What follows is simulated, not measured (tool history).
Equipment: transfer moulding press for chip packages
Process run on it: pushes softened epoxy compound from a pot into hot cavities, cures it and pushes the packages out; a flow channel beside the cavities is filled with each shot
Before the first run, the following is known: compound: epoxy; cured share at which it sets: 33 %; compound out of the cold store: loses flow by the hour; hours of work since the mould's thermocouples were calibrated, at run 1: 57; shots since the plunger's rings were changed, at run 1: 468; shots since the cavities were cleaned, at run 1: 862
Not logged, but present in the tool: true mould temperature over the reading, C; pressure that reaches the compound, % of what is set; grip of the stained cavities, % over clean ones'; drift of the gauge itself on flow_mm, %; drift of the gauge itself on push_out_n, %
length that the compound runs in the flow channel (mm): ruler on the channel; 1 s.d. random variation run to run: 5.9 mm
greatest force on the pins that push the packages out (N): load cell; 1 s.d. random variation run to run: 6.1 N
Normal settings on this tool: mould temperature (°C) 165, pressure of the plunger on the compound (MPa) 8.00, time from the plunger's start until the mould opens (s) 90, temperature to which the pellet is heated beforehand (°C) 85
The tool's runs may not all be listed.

| run | hour | mould temperature (°C) | pressure of the plunger on the compound (MPa) | time from the plunger's start until the mould opens (s) | temperature to which the pellet is heated beforehand (°C) | hours of work since the mould's thermocouples were calibrated | shots since the plunger's rings were changed | shots since the cavities were cleaned | incoming compound's hours out of the cold store | length that the compound runs in the flow channel (mm) | greatest force on the pins that push the packages out (N) |
|---|---|---|---|---|---|---|---|---|---|---|---|
| 1 | 0.0 | 165 | 8.00 | 90 | 85 | 57 | 468 | 862 | 10.6 | 781 | 260 |
| 2 | 9.0 | 165 | 8.00 | 90 | 85 | 61 | 559 | 953 | 28.5 | 705 | 248 |
| 3 | 17.9 | 165 | 8.00 | 90 | 85 | 66 | 649 | 1043 | 45.5 | 626 | 229 |
| 4 | 29.7 | 165 | 8.00 | 90 | 85 | 71 | 767 | 1161 | 44.5 | 617 | 240 |
|  | 34.2 | cavities cleaned with cleaning compound and waxed |
| 5 | 43.9 | 165 | 8.00 | 90 | 85 | 77 | 895 | 98 | 46.1 | 622 | 241 |
| 6 | 54.0 | 165 | 8.00 | 90 | 85 | 82 | 997 | 200 | 43.2 | 626 | 232 |
| 7 | 61.7 | 165 | 6.26 | 90 | 85 | 86 | 1075 | 278 | 8.6 | 696 | 262 |
| 8 | 72.3 | 165 | 6.26 | 90 | 85 | 91 | 1181 | 384 | 43.3 | 560 | 233 |
| 9 | 77.7 | 165 | 6.26 | 90 | 85 | 94 | 1236 | 439 | 40.9 | 577 | 228 |
| 10 | 87.0 | 165 | 6.26 | 90 | 85 | 98 | 1330 | 533 | 47.3 | 537 | 231 |
| 11 | 96.8 | 165 | 6.26 | 90 | 85 | 103 | 1428 | 631 | 14.1 | 674 | 258 |
| 12 | 109.4 | 165 | 6.26 | 90 | 85 | 109 | 1556 | 759 | 22.6 | 637 | 252 |
| 13 | 122.0 | 165 | 8.00 | 103 | 85 | 115 | 1683 | 886 | 41.9 | 641 | 184 |
| 14 | 129.1 | 162 | 8.00 | 84 | 85 | 118 | 1754 | 957 | 32.9 | 681 | 334 |
| 15 | 134.9 | 160 | 8.00 | 72 | 85 | 121 | 1812 | 1015 | 41.3 | 654 | 532 |
| 16 | 143.2 | 165 | 8.00 | 90 | 82 | 125 | 1896 | 1099 | 19.6 | 735 | 248 |
| 17 | 148.3 | 165 | 8.00 | 90 | 82 | 128 | 1948 | 1151 | 24.0 | 705 | 240 |
|  | 153.6 | cavities cleaned with cleaning compound and waxed |
| 18 | 156.9 | 172 | 9.04 | 84 | 86 | 131 | 2019 | 33 | 43.2 | 651 | 189 |
| 19 | 166.6 | 172 | 9.04 | 84 | 86 | 136 | 2117 | 131 | 22.8 | 753 | 194 |
| 20 | 178.9 | 172 | 9.04 | 84 | 86 | 141 | 2241 | 255 | 47.3 | 645 | 190 |
| 21 | 191.3 | 162 | 9.77 | 90 | 85 | 147 | 2366 | 380 | 12.7 | 860 | 321 |

Consider 4 possible next runs. They are alternatives, not a sequence: every one starts from the tool as it was left by run 21. What does each give?
| A | 201.4 | 164 | 7.99 | 90 | 95 | 152 | 2468 | 482 | 43.9 | ? | ? |
| B | 201.4 | 158 | 8.00 | 106 | 85 | 152 | 2468 | 482 | 29.2 | ? | ? |
| C | 201.4 | 162 | 9.15 | 90 | 76 | 152 | 2468 | 482 | 16.8 | ? | ? |
| D | 201.4 | 159 | 7.29 | 90 | 81 | 152 | 2468 | 482 | 11.9 | ? | ? |

| run | length that the compound runs in the flow channel (mm) | greatest force on the pins that push the packages out (N) |
|---|---|---|
| A | 630 | 230 |
| B | 708 | 265 |
| C | 798 | 308 |
| D | 751 | 406 |
With no hidden state in the tool, these same runs would have given:
| run | length that the compound runs in the flow channel (mm) | greatest force on the pins that push the packages out (N) |
|---|---|---|
| A | 631 | 228 |
| B | 708 | 263 |
| C | 798 | 306 |
| D | 752 | 403 |

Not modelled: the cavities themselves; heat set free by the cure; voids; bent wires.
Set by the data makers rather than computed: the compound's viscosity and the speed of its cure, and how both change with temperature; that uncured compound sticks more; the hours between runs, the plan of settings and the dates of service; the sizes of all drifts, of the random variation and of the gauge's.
